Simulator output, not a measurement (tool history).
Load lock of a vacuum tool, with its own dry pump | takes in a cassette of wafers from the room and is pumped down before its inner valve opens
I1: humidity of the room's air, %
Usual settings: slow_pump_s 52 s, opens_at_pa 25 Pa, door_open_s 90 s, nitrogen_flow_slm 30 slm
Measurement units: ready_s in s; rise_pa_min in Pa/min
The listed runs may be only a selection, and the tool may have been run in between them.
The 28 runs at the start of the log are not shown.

{"run": 29, "day": 121.692, "slow_pump_s": 49, "opens_at_pa": 25, "door_open_s": 90, "nitrogen_flow_slm": 41, "I1": 46, "ready_s": 74.1, "rise_pa_min": 0.104}
{"run": 30, "day": 125.738, "slow_pump_s": 49, "opens_at_pa": 25, "door_open_s": 90, "nitrogen_flow_slm": 41, "I1": 48.1, "ready_s": 74.1, "rise_pa_min": 0.099}
{"run": 31, "day": 130.638, "slow_pump_s": 45, "opens_at_pa": 18, "door_open_s": 59, "nitrogen_flow_slm": 37, "I1": 46.8, "ready_s": 70.9, "rise_pa_min": 0.096}
{"run": 32, "day": 134.633, "slow_pump_s": 45, "opens_at_pa": 18, "door_open_s": 59, "nitrogen_flow_slm": 37, "I1": 48.7, "ready_s": 72.5, "rise_pa_min": 0.096}
{"run": 33, "day": 138.462, "slow_pump_s": 48, "opens_at_pa": 25, "door_open_s": 90, "nitrogen_flow_slm": 30, "I1": 44.1, "ready_s": 73.4, "rise_pa_min": 0.109}
{"run": 34, "day": 142.454, "slow_pump_s": 37, "opens_at_pa": 49, "door_open_s": 45, "nitrogen_flow_slm": 33, "I1": 46.4, "ready_s": 60.3, "rise_pa_min": 0.101}
{"run": 35, "day": 148.842, "slow_pump_s": 96, "opens_at_pa": 40, "door_open_s": 45, "nitrogen_flow_slm": 6, "I1": 43.1, "ready_s": 113.4, "rise_pa_min": 0.119}
{"run": 36, "day": 154.583, "slow_pump_s": 96, "opens_at_pa": 40, "door_open_s": 45, "nitrogen_flow_slm": 6, "I1": 48.1, "ready_s": 112.4, "rise_pa_min": 0.132}
{"run": 37, "day": 157.342, "slow_pump_s": 96, "opens_at_pa": 40, "door_open_s": 45, "nitrogen_flow_slm": 6, "I1": 45.6, "ready_s": 112.1, "rise_pa_min": 0.126}
{"run": 38, "day": 162.579, "slow_pump_s": 96, "opens_at_pa": 40, "door_open_s": 45, "nitrogen_flow_slm": 6, "I1": 42.8, "ready_s": 112.4, "rise_pa_min": 0.132}

Alternative continuations, all from the tool just after run 38; predict every row:
{"run": "A", "day": 167.775, "slow_pump_s": 96, "opens_at_pa": 40, "door_open_s": 39, "nitrogen_flow_slm": 6, "I1": 46, "ready_s": "?", "rise_pa_min": "?"}
{"run": "B", "day": 167.775, "slow_pump_s": 96, "opens_at_pa": 48, "door_open_s": 45, "nitrogen_flow_slm": 6, "I1": 41, "ready_s": "?", "rise_pa_min": "?"}
{"run": "C", "day": 167.775, "slow_pump_s": 70, "opens_at_pa": 40, "door_open_s": 151, "nitrogen_flow_slm": 39, "I1": 44.1, "ready_s": "?", "rise_pa_min": "?"}

run=A ready_s=111.7 rise_pa_min=0.121
run=B ready_s=113 rise_pa_min=0.127
run=C ready_s=89.5 rise_pa_min=0.131
Take away the tool's hidden state, keep each run's random variation, and the runs would have read:
run=A ready_s=110.4 rise_pa_min=0.059
run=B ready_s=111.8 rise_pa_min=0.064
run=C ready_s=88 rise_pa_min=0.069
